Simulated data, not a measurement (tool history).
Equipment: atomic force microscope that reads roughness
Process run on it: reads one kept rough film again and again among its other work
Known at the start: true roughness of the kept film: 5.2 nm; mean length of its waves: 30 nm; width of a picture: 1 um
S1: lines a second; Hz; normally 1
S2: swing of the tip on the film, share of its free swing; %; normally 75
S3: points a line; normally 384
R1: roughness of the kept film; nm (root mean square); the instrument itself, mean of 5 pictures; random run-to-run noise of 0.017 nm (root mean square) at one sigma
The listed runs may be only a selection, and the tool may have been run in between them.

run,hour,S1,S2,S3,R1
1,0,1,75,384,4.087
2,13.7,1,75,384,4.102
3,25.8,1,75,384,4.087
4,36.3,1,75,883,4.093
5,45.1,1,75,435,4.083
6,55.8,1,75,435,4.137
# hour 66.9: new tip fitted
7,68.6,1,75,435,4.124
8,85.6,3.86,75,384,3.879
9,100.9,3.86,75,384,3.888
10,111.2,3.86,75,384,3.845
11,126.9,3.86,75,384,3.884
12,138.9,1,75,892,4.143
13,149.7,1.38,75,384,4.1
14,163.8,1,75,384,4.099
15,176.1,1,75,384,4.104
16,185.8,1,75,384,4.096
17,200.2,1,75,513,4.103
18,208.4,1,75,513,4.115
19,225.2,1,75,513,4.106
# hour 239.2: new tip fitted
20,245.2,1,75,513,4.125
21,263.7,1,75,384,4.105
22,283.9,1,75,384,4.109
23,296.6,1,75,384,4.104
24,310.6,1,75,351,4.088
25,319.8,1,75,384,4.08
26,337.8,1,75,384,4.111
27,352.7,1,75,384,4.091
28,361.7,1,75,384,4.101
29,371.5,1,75,384,4.093
30,381.4,1,72,400,4.077
31,400.9,1.1,75,568,4.141
# hour 410.8: new tip fitted
32,414,1,89,476,3.998
33,426.5,1,77,503,4.068
34,441.4,1,77,503,4.113
35,450.3,3.02,75,384,3.894
36,465.5,1.55,75,312,4.028
37,476,0.64,76,417,4.116
38,488.4,2.42,76,806,4.018
39,499,2.42,76,806,3.987
40,515.5,2.42,76,806,3.972
41,527.9,2.42,76,806,3.967
42,545.4,2.42,76,806,3.99
43,557.9,0.7,67,445,4.176
44,575.1,1.19,75,264,4.045
# hour 582: new tip fitted
45,589.1,0.66,75,791,4.171
46,600.4,0.6,68,384,4.165
47,617,0.6,68,384,4.163
48,636.4,1,86,493,4.08
49,654.9,2.26,57,493,4.132
50,663.3,2.26,57,493,4.12
51,671.9,2.26,57,493,4.114
52,684.2,1,67,384,4.129
53,695.7,1.05,75,384,4.094
54,710.9,1.05,75,384,4.103

Had the tool no unlogged condition, and each run kept its random variation, what would the results have been?
Unlogged tool condition in this case: radius of the tip, nm; height scale over the true one, %; drift of the gauge itself on roughness_nm, %.
run,R1
1,4.098
2,4.114
3,4.1
4,4.107
5,4.098
6,4.154
7,4.125
8,3.881
9,3.892
10,3.85
11,3.891
12,4.151
13,4.11
14,4.11
15,4.116
16,4.109
17,4.118
18,4.131
19,4.123
20,4.126
21,4.108
22,4.114
23,4.111
24,4.096
25,4.089
26,4.122
27,4.103
28,4.114
29,4.107
30,4.092
31,4.158
32,3.999
33,4.071
34,4.117
35,3.899
36,4.035
37,4.123
38,4.027
39,3.997
40,3.984
41,3.979
42,4.005
43,4.193
44,4.063
45,4.172
46,4.168
47,4.167
48,4.086
49,4.14
50,4.129
51,4.125
52,4.141
53,4.107
54,4.117
